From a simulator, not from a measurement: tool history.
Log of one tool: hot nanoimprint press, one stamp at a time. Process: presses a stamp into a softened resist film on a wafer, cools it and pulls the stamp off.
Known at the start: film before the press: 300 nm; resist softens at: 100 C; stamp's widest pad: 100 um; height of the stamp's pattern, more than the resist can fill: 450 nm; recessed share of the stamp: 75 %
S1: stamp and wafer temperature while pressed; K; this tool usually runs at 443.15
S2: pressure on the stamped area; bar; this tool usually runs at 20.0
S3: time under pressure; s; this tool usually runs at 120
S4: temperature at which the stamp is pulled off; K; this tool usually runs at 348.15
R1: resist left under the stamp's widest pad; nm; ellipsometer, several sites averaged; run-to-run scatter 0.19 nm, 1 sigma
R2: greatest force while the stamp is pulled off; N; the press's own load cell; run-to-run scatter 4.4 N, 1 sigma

{"run": 1, "day": 0.0, "S1": 443.15, "S2": 20.0, "S3": 120, "S4": 348.15, "R1": 108.2, "R2": 242}
{"run": 2, "day": 2.242, "S1": 443.15, "S2": 20.0, "S3": 120, "S4": 348.15, "R1": 108.2, "R2": 250}
{"run": 3, "day": 4.983, "S1": 443.15, "S2": 20.0, "S3": 120, "S4": 339.15, "R1": 108.0, "R2": 340}
{"run": 4, "day": 6.933, "S1": 443.15, "S2": 20.0, "S3": 161, "S4": 339.15, "R1": 95.9, "R2": 331}
{"day": 9.254, "done": "stamp cleaned and given a new release coat"}
{"run": 5, "day": 9.792, "S1": 443.15, "S2": 20.0, "S3": 120, "S4": 348.15, "R1": 107.7, "R2": 212}
{"run": 6, "day": 12.042, "S1": 436.15, "S2": 20.0, "S3": 120, "S4": 348.15, "R1": 146.4, "R2": 222}
{"day": 13.612, "done": "press's hydraulic seals changed and the load cell set to zero"}
{"run": 7, "day": 14.854, "S1": 452.15, "S2": 20.0, "S3": 120, "S4": 348.15, "R1": 71.9, "R2": 227}
{"run": 8, "day": 17.058, "S1": 437.15, "S2": 20.0, "S3": 120, "S4": 348.15, "R1": 136.8, "R2": 246}
{"run": 9, "day": 19.225, "S1": 437.15, "S2": 20.0, "S3": 120, "S4": 348.15, "R1": 136.7, "R2": 260}
{"run": 10, "day": 21.008, "S1": 437.15, "S2": 20.0, "S3": 120, "S4": 348.15, "R1": 136.4, "R2": 262}
{"run": 11, "day": 22.496, "S1": 437.15, "S2": 20.0, "S3": 120, "S4": 348.15, "R1": 136.7, "R2": 264}
{"run": 12, "day": 24.008, "S1": 437.15, "S2": 20.0, "S3": 120, "S4": 348.15, "R1": 136.2, "R2": 272}
{"day": 25.588, "done": "stamp cleaned and given a new release coat"}
{"run": 13, "day": 26.667, "S1": 437.15, "S2": 20.0, "S3": 117, "S4": 348.15, "R1": 137.5, "R2": 209}
{"run": 14, "day": 28.921, "S1": 437.15, "S2": 20.0, "S3": 117, "S4": 348.15, "R1": 136.9, "R2": 225}
{"day": 30.092, "done": "plate thermocouple calibrated"}
{"run": 15, "day": 32.062, "S1": 437.15, "S2": 20.0, "S3": 117, "S4": 348.15, "R1": 134.7, "R2": 229}
{"run": 16, "day": 34.067, "S1": 434.15, "S2": 21.9, "S3": 194, "S4": 348.15, "R1": 122.7, "R2": 251}
{"run": 17, "day": 36.529, "S1": 443.15, "S2": 12.4, "S3": 120, "S4": 348.15, "R1": 130.1, "R2": 252}
{"day": 37.296, "done": "plate thermocouple calibrated, once more"}
{"run": 18, "day": 38.508, "S1": 443.15, "S2": 12.4, "S3": 120, "S4": 348.15, "R1": 136.0, "R2": 271}
{"run": 19, "day": 41.292, "S1": 435.15, "S2": 12.4, "S3": 110, "S4": 347.15, "R1": 189.9, "R2": 294}
{"day": 41.771, "done": "stamp cleaned and given a new release coat"}
{"run": 20, "day": 43.65, "S1": 435.15, "S2": 12.4, "S3": 110, "S4": 347.15, "R1": 189.3, "R2": 224}
{"run": 21, "day": 46.267, "S1": 443.15, "S2": 20.0, "S3": 196, "S4": 348.15, "R1": 88.6, "R2": 232}
{"run": 22, "day": 48.562, "S1": 452.15, "S2": 25.6, "S3": 63, "S4": 348.15, "R1": 84.7, "R2": 245}
{"run": 23, "day": 50.812, "S1": 452.15, "S2": 25.6, "S3": 63, "S4": 348.15, "R1": 84.7, "R2": 248}
{"day": 52.479, "done": "press's hydraulic seals changed and the load cell set to zero"}
{"run": 24, "day": 53.588, "S1": 439.15, "S2": 20.0, "S3": 120, "S4": 343.15, "R1": 124.2, "R2": 294}
{"run": 25, "day": 56.312, "S1": 443.15, "S2": 20.0, "S3": 120, "S4": 336.15, "R1": 104.1, "R2": 354}
{"run": 26, "day": 57.642, "S1": 441.15, "S2": 24.3, "S3": 120, "S4": 348.15, "R1": 103.0, "R2": 278}
{"day": 58.071, "done": "stamp cleaned and given a new release coat"}
{"run": 27, "day": 60.704, "S1": 441.15, "S2": 13.5, "S3": 120, "S4": 348.15, "R1": 137.7, "R2": 217}
{"run": 28, "day": 62.821, "S1": 443.15, "S2": 12.6, "S3": 120, "S4": 338.15, "R1": 130.8, "R2": 291}
{"run": 29, "day": 64.117, "S1": 433.15, "S2": 16.9, "S3": 98, "S4": 333.15, "R1": 183.4, "R2": 330}

3 ways to go on from here, each from the tool as it stands after run 29. What would each give?
{"run": "A", "day": 66.754, "S1": 449.15, "S2": 12.7, "S3": 133, "S4": 348.15, "R1": "?", "R2": "?"}
{"run": "B", "day": 66.754, "S1": 443.15, "S2": 20.0, "S3": 66, "S4": 348.15, "R1": "?", "R2": "?"}
{"run": "C", "day": 66.754, "S1": 433.15, "S2": 16.9, "S3": 98, "S4": 339.15, "R1": "?", "R2": "?"}

run=A R1=98.1 R2=248
run=B R1=130.4 R2=245
run=C R1=182.7 R2=300
Take away the tool's hidden state, keep each run's random variation, and the runs would have read:
run=A R1=100.7 R2=215
run=B R1=133.6 R2=213
run=C R1=187.3 R2=259

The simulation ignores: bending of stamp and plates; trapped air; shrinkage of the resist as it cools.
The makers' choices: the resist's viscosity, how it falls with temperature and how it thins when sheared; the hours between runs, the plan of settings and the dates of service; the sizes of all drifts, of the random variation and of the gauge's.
